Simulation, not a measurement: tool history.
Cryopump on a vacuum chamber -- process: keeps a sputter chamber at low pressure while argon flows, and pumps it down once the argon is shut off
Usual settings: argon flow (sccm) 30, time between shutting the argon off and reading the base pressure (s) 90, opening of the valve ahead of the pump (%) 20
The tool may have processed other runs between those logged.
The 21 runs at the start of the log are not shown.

run   hour  argon flow (sccm)  time between shutting the argon off and reading the base pressure (s)  opening of the valve ahead of the pump (%)  pressure while argon flows (Pa)  pressure after the wait (uPa)
 22  316.6                 28                                                                    121                                          15                           0.2975                           2.12
 23  338.0                 30                                                                     90                                          43                           0.1149                           2.45
 24  357.0                 30                                                                    191                                          54                           0.0925                           1.95
 25  370.3                 37                                                                    191                                          42                           0.1460                           1.96
 26  390.0                 37                                                                    191                                          42                           0.1468                           1.93
 27  400.1                 37                                                                    191                                          23                           0.2605                           2.00
 28  416.9                 37                                                                    191                                          23                           0.2620                           2.00
 29  438.9                 38                                                                     22                                          32                           0.1950                           5.08
 30  455.3                 47                                                                     32                                          28                           0.2763                           4.12
 31  465.6                 22                                                                     22                                          34                           0.1073                           5.33
 32  485.2                 22                                                                     22                                          34                           0.1064                           5.31
 33  501.8                 22                                                                     22                                          34                           0.1077                           5.45
 34  523.3                 22                                                                    230                                          34                           0.1082                           2.04

Consider 4 possible next runs. They are alternatives, not a sequence: every one starts from the tool as it was left by run 34. What does each give?
  A  544.6                 13                                                                     90                                          20                                ?                              ?
  B  544.6                 16                                                                    230                                          36                                ?                              ?
  C  544.6                 12                                                                     90                                          20                                ?                              ?
  D  544.6                 28                                                                     75                                          34                                ?                              ?

run  pressure while argon flows (Pa)  pressure after the wait (uPa)
  A                           0.1064                           2.62
  B                           0.0754                           2.12
  C                           0.0983                           2.65
  D                           0.1394                           2.74
Without the tool's hidden state the same runs would have given:
run  pressure while argon flows (Pa)  pressure after the wait (uPa)
  A                           0.1020                           1.16
  B                           0.0700                           0.64
  C                           0.0942                           1.19
  D                           0.1299                           1.31
